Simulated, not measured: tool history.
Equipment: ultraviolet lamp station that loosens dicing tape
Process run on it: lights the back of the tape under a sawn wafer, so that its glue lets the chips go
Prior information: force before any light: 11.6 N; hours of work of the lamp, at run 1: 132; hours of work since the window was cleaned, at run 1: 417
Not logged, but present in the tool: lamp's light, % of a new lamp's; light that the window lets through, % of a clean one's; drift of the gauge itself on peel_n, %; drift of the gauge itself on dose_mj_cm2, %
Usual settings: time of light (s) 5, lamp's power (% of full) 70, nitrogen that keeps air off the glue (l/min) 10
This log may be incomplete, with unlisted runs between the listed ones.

run	hour	time of light (s)	lamp's power (% of full)	nitrogen that keeps air off the glue (l/min)	hours of work of the lamp	hours of work since the window was cleaned	force that peels the tape off (N)	light that reached the tape (mJ/cm²)
1	0.0	5	70	10	132	417	0.593	260
2	5.3	5	70	10	134	419	0.579	261
3	11.4	5	62	10	137	422	0.766	232
4	19.9	5	62	10	140	426	0.765	231
5	28.6	5	62	10	144	429	0.739	232
6	38.5	5	70	10	148	433	0.603	260
7	47.5	5	70	9	152	437	0.609	261
8	56.7	5	64	9	156	441	0.724	243
9	65.7	5	64	9	160	445	0.771	240
10	76.7	5	64	9	165	450	0.757	243
11	83.8	5	82	10	168	453	0.422	309
12	93.2	4	75	15	172	457	0.666	226
13	103.2	4	75	15	176	461	0.649	224
14	108.4	3	78	4	178	463	2.281	180
15	119.4	3	78	4	183	468	2.233	176
16	128.1	7	78	6	187	472	0.350	410
17	138.0	7	78	6	191	476	0.350	408

What does the tool deliver on the next run?
18	143.6	3	95	10	193	478	?	?

{"run 18": {"force that peels the tape off (N)": 0.918, "light that reached the tape (mJ/cm²)": 217}}
If the tool had no hidden condition, the same run with the same run-to-run variation would have returned force that peels the tape off (N) 0.916, light that reached the tape (mJ/cm²) 217.
